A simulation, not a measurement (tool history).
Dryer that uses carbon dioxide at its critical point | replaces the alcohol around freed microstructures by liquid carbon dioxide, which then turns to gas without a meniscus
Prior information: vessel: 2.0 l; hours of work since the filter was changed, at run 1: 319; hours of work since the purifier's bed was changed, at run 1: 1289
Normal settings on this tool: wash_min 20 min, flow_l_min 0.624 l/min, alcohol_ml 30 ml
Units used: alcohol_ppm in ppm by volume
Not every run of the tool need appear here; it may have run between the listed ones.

run,hour,wash_min,flow_l_min,alcohol_ml,hours of work since the filter was changed,hours of work since the purifier's bed was changed,alcohol_ppm
1,0.0,20,0.624,30,319,1289,332
2,38.4,20,0.624,30,343,1313,341
3,67.6,20,0.624,30,361,1331,347
4,109.8,20,0.624,30,387,1357,352
5,158.6,20,0.624,30,418,1388,371
6,212.2,20,0.624,30,451,1421,384
7,247.3,20,0.740,30,473,1443,313
# hour 270.9: purifier's bed changed
8,274.7,20,0.616,30,488,2,168
9,301.2,20,0.624,92,504,19,484
10,337.4,20,0.624,30,527,41,166
11,369.8,20,0.624,30,547,61,179
12,401.2,20,0.568,30,567,81,276
# hour 437.3: inlet filter changed
13,439.9,20,0.624,71,2,104,172
14,494.7,20,0.624,71,36,138,198
15,549.3,20,0.624,71,70,172,212
16,599.3,20,0.624,71,101,203,218
17,636.1,20,0.624,71,124,226,247
18,670.1,30,0.676,71,145,247,53

Run 19 has not been measured yet. What should we expect?
19,692.8,13,0.794,37,159,262,?

{"run 19": {"alcohol_ppm": 313}}
Were there no unlogged condition in the tool, this run, its random variation unchanged, would have produced alcohol_ppm 215 ppm by volume.
